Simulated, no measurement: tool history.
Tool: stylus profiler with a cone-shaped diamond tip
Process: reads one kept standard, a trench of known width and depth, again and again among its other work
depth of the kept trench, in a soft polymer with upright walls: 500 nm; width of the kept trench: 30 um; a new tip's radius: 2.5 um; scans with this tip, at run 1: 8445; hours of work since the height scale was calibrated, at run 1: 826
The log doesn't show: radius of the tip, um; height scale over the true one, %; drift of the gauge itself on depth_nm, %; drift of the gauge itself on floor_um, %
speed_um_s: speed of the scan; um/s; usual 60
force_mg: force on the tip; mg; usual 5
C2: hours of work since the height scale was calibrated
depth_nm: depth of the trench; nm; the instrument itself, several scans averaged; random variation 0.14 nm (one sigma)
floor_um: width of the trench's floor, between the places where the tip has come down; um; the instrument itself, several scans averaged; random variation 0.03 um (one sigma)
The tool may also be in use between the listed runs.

{"run": 1, "hour": 0.0, "speed_um_s": 60, "force_mg": 5, "scans with this tip": 8445, "C2": 826, "depth_nm": 511.3, "floor_um": 26.24}
{"run": 2, "hour": 55.2, "speed_um_s": 60, "force_mg": 6.6, "scans with this tip": 8682, "C2": 849, "depth_nm": 513.81, "floor_um": 26.21}
{"run": 3, "hour": 106.4, "speed_um_s": 60, "force_mg": 5, "scans with this tip": 8902, "C2": 871, "depth_nm": 511.45, "floor_um": 26.18}
{"run": 4, "hour": 158.6, "speed_um_s": 60, "force_mg": 5, "scans with this tip": 9126, "C2": 893, "depth_nm": 511.19, "floor_um": 26.19}
{"hour": 166.2, "done": "height scale calibrated on a step standard"}
{"run": 5, "hour": 270.7, "speed_um_s": 60, "force_mg": 3.41, "scans with this tip": 9605, "C2": 44, "depth_nm": 509.77, "floor_um": 26.15}
{"run": 6, "hour": 366.1, "speed_um_s": 60, "force_mg": 5, "scans with this tip": 10014, "C2": 84, "depth_nm": 512, "floor_um": 26.09}
{"run": 7, "hour": 442.6, "speed_um_s": 60, "force_mg": 5, "scans with this tip": 10342, "C2": 116, "depth_nm": 511.96, "floor_um": 26.12}
{"hour": 509.6, "done": "height scale calibrated on a step standard, once more"}
{"run": 8, "hour": 538.7, "speed_um_s": 23, "force_mg": 3.97, "scans with this tip": 10753, "C2": 12, "depth_nm": 509.16, "floor_um": 26.13}
{"run": 9, "hour": 646.3, "speed_um_s": 74, "force_mg": 5.45, "scans with this tip": 11214, "C2": 57, "depth_nm": 511.38, "floor_um": 26.04}

Forecast run 10:
{"run": 10, "hour": 766.6, "speed_um_s": 129, "force_mg": 2.96, "scans with this tip": 11730, "C2": 108, "depth_nm": "?", "floor_um": "?"}

{"run 10": {"depth_nm": 507.71, "floor_um": 25.75}}
Without the tool's hidden state the same run would have given depth_nm 507.6 nm, floor_um 26.62 um.

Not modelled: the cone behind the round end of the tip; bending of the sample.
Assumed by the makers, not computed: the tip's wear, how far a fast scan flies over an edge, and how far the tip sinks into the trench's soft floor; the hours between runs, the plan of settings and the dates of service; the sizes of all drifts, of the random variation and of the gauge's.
